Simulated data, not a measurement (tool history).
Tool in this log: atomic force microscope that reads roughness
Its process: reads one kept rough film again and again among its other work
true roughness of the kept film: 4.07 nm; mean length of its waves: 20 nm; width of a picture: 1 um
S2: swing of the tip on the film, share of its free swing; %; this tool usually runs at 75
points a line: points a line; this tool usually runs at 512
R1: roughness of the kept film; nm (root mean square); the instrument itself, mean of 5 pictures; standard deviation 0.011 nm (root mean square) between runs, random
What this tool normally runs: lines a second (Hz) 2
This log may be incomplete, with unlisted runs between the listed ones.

Run 1, hour 0: usual settings. Result: R1 2.532 nm (root mean square).
Run 2, hour 7: usual settings but points a line 409. Result: R1 2.522 nm (root mean square).
Run 3, hour 14.8: usual settings. Result: R1 2.55 nm (root mean square).
Run 4, hour 24.6: usual settings. Result: R1 2.541 nm (root mean square).
Run 5, hour 32.7: usual settings. Result: R1 2.531 nm (root mean square).
Run 6, hour 40.2: usual settings but lines a second (Hz) 2.56. Result: R1 2.479 nm (root mean square).
Run 7, hour 45.3: usual settings. Result: R1 2.537 nm (root mean square).
Run 8, hour 49.9: usual settings. Result: R1 2.553 nm (root mean square).
Run 9, hour 57.8: usual settings. Result: R1 2.531 nm (root mean square).
Run 10, hour 68.1: usual settings but points a line 268. Result: R1 2.467 nm (root mean square).
Run 11, hour 72.2: usual settings. Result: R1 2.528 nm (root mean square).
Run 12, hour 80.5: usual settings. Result: R1 2.534 nm (root mean square).
Run 13, hour 86.9: usual settings. Result: R1 2.552 nm (root mean square).
Run 14, hour 94.3: usual settings but points a line 537. Result: R1 2.534 nm (root mean square).
Run 15, hour 101.5: usual settings but points a line 537. Result: R1 2.526 nm (root mean square).
Run 16, hour 109.9: usual settings but S2 74 %, points a line 948. Result: R1 2.57 nm (root mean square).
Run 17, hour 116.7: usual settings but lines a second (Hz) 1.78, S2 70 %, points a line 297. Result: R1 2.586 nm (root mean square).
Run 18, hour 121.2: usual settings but lines a second (Hz) 1.78, S2 70 %, points a line 297. Result: R1 2.594 nm (root mean square).
Run 19, hour 129: usual settings but lines a second (Hz) 1.78, S2 70 %, points a line 297. Result: R1 2.588 nm (root mean square).
Run 20, hour 139.2: usual settings but lines a second (Hz) 3.34, S2 79 %, points a line 297. Result: R1 2.22 nm (root mean square).
Run 21, hour 145.8: usual settings but S2 71 %. Result: R1 2.593 nm (root mean square).
Run 22, hour 151.3: usual settings but S2 65 %, points a line 368. Result: R1 2.669 nm (root mean square).

What will run 23 give?
At hour 159.2: new tip fitted.
Run 23, hour 159.6: usual settings but lines a second (Hz) 0.91, points a line 799. Result: R1 ?.

{"run 23": {"R1": 2.707}}
With no hidden state in the tool, this same run would have given R1 2.707 nm (root mean square).
